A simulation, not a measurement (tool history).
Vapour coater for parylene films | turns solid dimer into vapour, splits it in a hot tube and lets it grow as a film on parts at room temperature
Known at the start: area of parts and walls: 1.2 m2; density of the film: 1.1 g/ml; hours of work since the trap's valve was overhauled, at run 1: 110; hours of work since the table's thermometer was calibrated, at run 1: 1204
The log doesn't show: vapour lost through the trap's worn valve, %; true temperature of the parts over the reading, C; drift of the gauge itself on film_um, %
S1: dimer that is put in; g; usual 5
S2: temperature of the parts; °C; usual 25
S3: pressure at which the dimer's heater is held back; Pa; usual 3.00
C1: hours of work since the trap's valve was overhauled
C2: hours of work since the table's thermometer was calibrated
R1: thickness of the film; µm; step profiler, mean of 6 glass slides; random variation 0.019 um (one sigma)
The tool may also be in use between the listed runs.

| run | day | S1 | S2 | S3 | C1 | C2 | R1 |
|---|---|---|---|---|---|---|---|
| 1 | 0.000 | 5 | 25 | 3.00 | 110 | 1204 | 3.02 |
| 2 | 1.596 | 5 | 25 | 3.00 | 128 | 1222 | 3.01 |
| 3 | 3.367 | 5 | 25 | 3.00 | 148 | 1242 | 3.04 |
| 4 | 5.533 | 5 | 25 | 3.00 | 172 | 1266 | 3.05 |
| 5 | 7.046 | 5 | 24 | 3.00 | 189 | 1283 | 3.12 |
| 6 | 9.779 | 5 | 24 | 3.00 | 220 | 1314 | 3.17 |
| 7 | 12.929 | 5 | 24 | 3.00 | 256 | 1350 | 3.16 |
| 8 | 14.642 | 5 | 24 | 3.00 | 275 | 1369 | 3.13 |
| 9 | 17.567 | 5 | 24 | 3.00 | 308 | 1402 | 3.13 |
| 10 | 20.512 | 5 | 24 | 3.00 | 341 | 1435 | 3.18 |
| 11 | 23.054 | 5 | 24 | 2.94 | 370 | 1464 | 3.14 |
| 12 | 25.012 | 5 | 24 | 2.94 | 392 | 1486 | 3.15 |
| 13 | 26.492 | 5 | 20 | 3.00 | 409 | 1503 | 3.54 |
| 14 | 29.738 | 3 | 25 | 3.00 | 446 | 1540 | 1.83 |
| 15 | 32.121 | 3 | 25 | 3.00 | 472 | 1567 | 1.82 |
| 16 | 34.188 | 3 | 25 | 3.00 | 496 | 1590 | 1.81 |
| 17 | 36.779 | 3 | 25 | 3.00 | 525 | 1619 | 1.85 |
| 18 | 38.183 | 5 | 28 | 6.42 | 541 | 1635 | 2.59 |
| 19 | 40.204 | 5 | 28 | 6.42 | 564 | 1658 | 2.62 |
| 20 | 43.129 | 2 | 25 | 4.42 | 597 | 1691 | 1.18 |
| 21 | 46.321 | 3 | 33 | 2.08 | 633 | 1727 | 1.48 |
|  | 47.267 | table's thermometer calibrated |
| 22 | 49.617 | 3 | 33 | 2.08 | 670 | 27 | 1.47 |
|  | 50.962 | trap's valve overhauled |
| 23 | 51.412 | 5 | 28 | 8.63 | 5 | 45 | 2.55 |
| 24 | 54.683 | 2 | 29 | 7.85 | 42 | 82 | 0.99 |
| 25 | 56.775 | 2 | 29 | 7.85 | 66 | 106 | 0.98 |
| 26 | 58.542 | 6 | 29 | 7.85 | 86 | 125 | 2.97 |
| 27 | 60.346 | 6 | 29 | 7.85 | 106 | 146 | 2.99 |
| 28 | 62.258 | 6 | 29 | 7.85 | 128 | 167 | 2.98 |
| 29 | 64.125 | 6 | 19 | 7.94 | 149 | 189 | 4.07 |
| 30 | 66.604 | 5 | 28 | 3.00 | 177 | 217 | 2.76 |
| 31 | 69.767 | 5 | 33 | 7.11 | 212 | 252 | 2.24 |
| 32 | 71.275 | 5 | 22 | 3.00 | 229 | 269 | 3.34 |
| 33 | 73.917 | 7 | 22 | 2.07 | 259 | 299 | 4.77 |

Hidden state at the last listed run before each entry between runs and at the first one after, where it differs:
Between runs 21 and 22: table's thermometer calibrated (day 47.267)
  vapour lost through the trap's worn valve, %: 0.2 -> 0.3; true temperature of the parts over the reading, C: -0.02 -> 0
Between runs 22 and 23: trap's valve overhauled (day 50.962)
  vapour lost through the trap's worn valve, %: 0.3 -> 0

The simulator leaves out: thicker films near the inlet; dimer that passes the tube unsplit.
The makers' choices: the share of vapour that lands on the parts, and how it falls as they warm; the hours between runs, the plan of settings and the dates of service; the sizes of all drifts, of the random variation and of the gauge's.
